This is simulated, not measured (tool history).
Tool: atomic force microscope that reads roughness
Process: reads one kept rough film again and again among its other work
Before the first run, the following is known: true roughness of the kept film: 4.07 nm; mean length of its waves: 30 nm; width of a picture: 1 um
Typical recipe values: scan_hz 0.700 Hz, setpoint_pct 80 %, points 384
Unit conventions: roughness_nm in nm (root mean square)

Run 1, hour 0.0: usual settings. Result: roughness_nm 3.263 nm (root mean square).
At hour 48.6: new tip fitted.
Run 2, hour 53.7: usual settings but setpoint_pct 79 %. Result: roughness_nm 3.559 nm (root mean square).
Run 3, hour 92.9: usual settings but setpoint_pct 79 %. Result: roughness_nm 3.338 nm (root mean square).
Run 4, hour 142.5: usual settings. Result: roughness_nm 3.107 nm (root mean square).
At hour 147.8: new tip fitted.
Run 5, hour 194.7: usual settings but scan_hz 0.832 Hz. Result: roughness_nm 3.331 nm (root mean square).
Run 6, hour 238.4: usual settings but scan_hz 0.832 Hz, points 353. Result: roughness_nm 3.116 nm (root mean square).
At hour 244.0: new tip fitted.
Run 7, hour 286.9: usual settings. Result: roughness_nm 3.344 nm (root mean square).
Run 8, hour 332.8: usual settings. Result: roughness_nm 3.091 nm (root mean square).
At hour 340.7: new tip fitted.
Run 9, hour 384.1: usual settings but scan_hz 0.946 Hz, setpoint_pct 65 %. Result: roughness_nm 3.396 nm (root mean square).
Run 10, hour 414.3: usual settings but scan_hz 0.946 Hz, setpoint_pct 65 %. Result: roughness_nm 3.243 nm (root mean square).
At hour 438.2: new tip fitted.
Run 11, hour 441.2: usual settings but setpoint_pct 78 %. Result: roughness_nm 3.538 nm (root mean square).
Run 12, hour 472.2: usual settings but setpoint_pct 78 %. Result: roughness_nm 3.349 nm (root mean square).
Run 13, hour 523.1: usual settings but setpoint_pct 78 %. Result: roughness_nm 3.138 nm (root mean square).
At hour 538.0: new tip fitted.
Run 14, hour 554.0: usual settings but scan_hz 0.999 Hz, setpoint_pct 70 %, points 674. Result: roughness_nm 3.486 nm (root mean square).

Forecast each of these 3 alternatives for the next run:
Run A, hour 595.3: usual settings but scan_hz 1.960 Hz, setpoint_pct 64 %, points 674. Result: roughness_nm ?.
Run B, hour 595.3: usual settings but scan_hz 0.848 Hz, setpoint_pct 75 %, points 522. Result: roughness_nm ?.
Run C, hour 595.3: usual settings but scan_hz 0.558 Hz, setpoint_pct 63 %, points 704. Result: roughness_nm ?.

run  roughness_nm
  A         3.245
  B         3.246
  C         3.322
Had the tool no hidden state, the same runs would have come out as:
run  roughness_nm
  A         3.608
  B         3.610
  C         3.694

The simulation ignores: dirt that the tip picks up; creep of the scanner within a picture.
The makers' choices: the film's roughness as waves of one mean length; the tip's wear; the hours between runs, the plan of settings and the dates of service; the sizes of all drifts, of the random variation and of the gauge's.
